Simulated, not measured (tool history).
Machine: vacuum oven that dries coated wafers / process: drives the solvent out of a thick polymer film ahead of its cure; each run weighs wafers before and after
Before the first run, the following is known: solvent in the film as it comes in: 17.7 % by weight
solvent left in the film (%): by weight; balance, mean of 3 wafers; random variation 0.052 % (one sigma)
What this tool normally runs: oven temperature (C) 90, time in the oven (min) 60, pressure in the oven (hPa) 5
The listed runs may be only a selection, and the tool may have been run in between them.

run	day	oven temperature (C)	time in the oven (min)	pressure in the oven (hPa)	solvent left in the film (%)
1	0	90	60	5	1.35
2	0.258	90	60	5	1.37
3	0.767	90	60	5	1.18
4	1.225	90	60	5	1.31
5	1.521	90	60	5	1.31
6	1.958	90	60	6.33	1.46
7	2.292	90	60	6.33	1.41
8	2.617	90	60	6.33	1.43
9	3.146	90	60	5	1.21
10	3.658	93	60	5	0.76
11	4.096	93	60	5	0.76
12	4.367	93	60	5	0.68
13	4.638	93	40	5	1.78
14	4.992	103	60	16.82	0.67
15	5.492	82	66	16.82	4.01
16	5.738	87	31	11.22	5.39
17	6.05	101	64	6.3	0.13
18	6.329	101	64	6.3	0.35
19	6.646	101	64	6.3	0.3
20	6.867	101	64	6.3	0.19
21	7.158	85	60	4.04	2.58
22	7.608	85	60	4.04	2.6
23	8.1	85	60	10.31	2.92
24	8.433	89	41	5	3.03

Below are 4 alternative next runs, each starting from the tool's condition after run 24. Predict each:
A	8.942	105	103	2.6	?
B	8.942	82	35	5.52	?
C	8.942	104	60	2.8	?
D	8.942	81	33	3.68	?

run	solvent left in the film (%)
A	0.08
B	6.39
C	0.09
D	7.09
With no hidden state in the tool, these same runs would have given:
run	solvent left in the film (%)
A	0.08
B	6.38
C	0.08
D	7.07

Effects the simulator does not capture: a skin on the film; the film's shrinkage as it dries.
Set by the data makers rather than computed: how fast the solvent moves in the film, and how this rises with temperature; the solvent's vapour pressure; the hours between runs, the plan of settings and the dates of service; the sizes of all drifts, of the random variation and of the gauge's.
